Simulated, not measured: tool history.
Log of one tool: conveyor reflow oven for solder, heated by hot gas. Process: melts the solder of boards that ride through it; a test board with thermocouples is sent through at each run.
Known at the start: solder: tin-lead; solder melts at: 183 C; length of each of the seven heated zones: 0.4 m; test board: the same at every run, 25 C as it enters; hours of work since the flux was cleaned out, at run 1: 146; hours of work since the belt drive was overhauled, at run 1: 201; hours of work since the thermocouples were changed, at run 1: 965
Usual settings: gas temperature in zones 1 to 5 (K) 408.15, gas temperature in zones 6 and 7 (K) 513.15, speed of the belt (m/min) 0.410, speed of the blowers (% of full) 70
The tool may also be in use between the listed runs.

run	hour	gas temperature in zones 1 to 5 (K)	gas temperature in zones 6 and 7 (K)	speed of the belt (m/min)	speed of the blowers (% of full)	hours of work since the flux was cleaned out	hours of work since the belt drive was overhauled	hours of work since the thermocouples were changed	highest temperature of the board (K)	time above the solder's melting point (s)
1	0.0	408.15	513.15	0.410	70	146	201	965	502.35	99.9
2	46.2	408.15	513.15	0.410	70	165	220	983	502.55	100.0
# hour 91.7: thermocouples of zones 6 and 7 changed
3	94.9	408.15	513.15	0.410	70	184	239	1	501.25	98.7
4	121.1	408.15	513.15	0.410	70	194	249	12	501.55	99.2
5	160.4	408.15	513.15	0.410	70	210	265	28	501.15	99.2
# hour 176.4: flux residue cleaned out of gas plates and filters
6	188.5	408.15	513.15	0.410	70	5	274	37	501.75	99.3
7	214.8	408.15	513.15	0.410	70	16	285	48	501.45	98.9
8	252.0	408.15	513.15	0.410	70	31	300	63	501.65	99.1
9	275.2	408.15	513.15	0.410	70	40	310	72	501.85	99.7
10	318.0	408.15	513.15	0.410	70	57	327	90	501.75	99.3
11	359.4	408.15	513.15	0.332	70	74	344	106	506.55	128.3
12	396.0	408.15	513.15	0.332	70	89	359	121	506.85	129.5
13	425.0	408.15	527.15	0.410	70	101	370	133	514.85	109.2
14	454.6	407.15	513.15	0.410	70	113	382	145	501.75	98.7
15	495.8	407.15	513.15	0.410	70	129	399	162	501.65	98.3
16	517.5	403.15	513.15	0.386	66	138	408	171	502.05	103.8
17	544.9	404.15	513.15	0.423	61	149	419	182	498.05	91.1
18	590.0	401.15	513.15	0.410	85	168	437	200	503.45	97.9
19	634.1	401.15	513.15	0.410	85	185	455	218	503.45	98.1
20	679.9	401.15	513.15	0.410	85	204	474	236	503.15	97.9
# hour 711.1: flux residue cleaned out of gas plates and filters
21	728.7	401.15	513.15	0.410	85	7	491	254	503.85	98.5
22	765.7	401.15	513.15	0.410	85	22	506	269	503.85	98.9
23	789.1	408.15	513.15	0.410	85	32	516	279	504.35	102.8
24	832.3	417.15	513.15	0.410	70	49	533	296	503.25	104.9
25	878.7	411.15	519.15	0.414	62	68	552	315	505.85	103.2
26	925.4	408.15	519.15	0.373	62	87	571	334	508.65	115.6
27	962.1	423.15	513.15	0.392	80	102	586	349	506.35	115.4
28	1008.1	423.15	513.15	0.481	73	120	605	367	499.85	89.5

The next listed run, before its measurement:
29	1037.1	396.15	513.15	0.481	73	132	616	379	?	?

{"run 29": {"highest temperature of the board (K)": 495.65, "time above the solder's melting point (s)": 74.1}}
Without the tool's hidden state the same run would have given highest temperature of the board (K) 495.35, time above the solder's melting point (s) 73.3.

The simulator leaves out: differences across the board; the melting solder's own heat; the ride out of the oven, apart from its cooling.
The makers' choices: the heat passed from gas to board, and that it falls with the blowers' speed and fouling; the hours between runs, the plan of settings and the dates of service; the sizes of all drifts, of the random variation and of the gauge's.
